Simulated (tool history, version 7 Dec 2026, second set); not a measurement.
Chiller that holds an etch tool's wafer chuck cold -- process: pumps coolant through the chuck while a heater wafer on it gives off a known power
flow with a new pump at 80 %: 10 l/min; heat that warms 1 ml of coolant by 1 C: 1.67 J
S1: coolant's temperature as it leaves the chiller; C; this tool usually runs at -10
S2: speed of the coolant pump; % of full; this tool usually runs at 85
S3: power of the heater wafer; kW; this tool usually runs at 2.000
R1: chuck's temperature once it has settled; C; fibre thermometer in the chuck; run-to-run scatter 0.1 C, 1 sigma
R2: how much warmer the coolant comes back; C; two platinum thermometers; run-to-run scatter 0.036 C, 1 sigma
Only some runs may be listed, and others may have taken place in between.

run    hour   S1  S2     S3     R1     R2
  1     0.0  -10  85  2.000    4.2   6.67
  2    31.9  -10  85  1.053   -2.4   3.50
  3    65.5  -10  85  1.745    2.4   5.79
  4   105.4  -10  85  1.745    2.3   5.88
  5   139.0  -10  85  1.745    2.4   5.83
  6   178.9  -19  85  2.000   -4.6   6.69
  7   217.5  -19  85  2.000   -4.7   6.74
  8   242.8  -19  85  2.000   -4.7   6.68
  9   290.6  -19  85  2.000   -4.5   6.70
 10   324.4  -19  85  2.000   -4.6   6.65
 11   373.3  -19  85  2.302   -2.3   7.74
 12   415.2  -10  71  2.000    7.4   8.24
 13   436.9  -10  71  2.000    7.4   8.23
 14   482.1  -10  71  2.000    7.5   8.24
 15   528.7  -10  71  2.000    7.6   8.24
 16   558.3  -10  71  2.000    7.6   8.21
 17   586.2  -10  71  2.000    7.5   8.21
 18   631.0  -10  71  2.000    7.6   8.23
 19   680.5  -10  71  2.000    7.6   8.27
 20   720.9  -10  71  2.000    7.6   8.31
 21   756.1  -14  85  1.386   -3.9   4.67
 22   784.2   -6  85  2.000    8.6   6.73
 23   831.6   -6  85  2.000    8.5   6.74
 24   869.0  -15  68  1.238   -3.4   5.33
 25   919.3  -10  66  2.860   17.2  12.83
 26   956.7   -8  91  2.000    5.6   6.19
 27   996.2   -8  91  2.000    5.7   6.24
 28  1048.7  -19  91  2.000   -5.2   6.19
 29  1074.4  -19  88  1.122  -11.0   3.55
 30  1104.9   -7  81  2.996   16.3  10.63
 31  1137.1   -7  81  1.168    2.1   4.13
 32  1177.5   -7  81  1.168    2.1   4.14
 33  1228.7   -2  80  2.000   13.8   7.26

Consider 3 possible next runs. They are alternatives, not a sequence: every one starts from the tool as it was left by run 33. What does each give?
  A  1250.2  -6  80  2.000   ?   ?
  B  1250.2  -4  97  2.817   ?   ?
  C  1250.2  -9  76  1.085   ?   ?

run    R1    R2
  A  10.0  7.26
  B  14.1  8.16
  C   0.1  4.14
Without the tool's hidden state the same runs would have given:
run    R1    R2
  A   7.5  7.23
  B  11.3  8.13
  C  -1.4  4.12
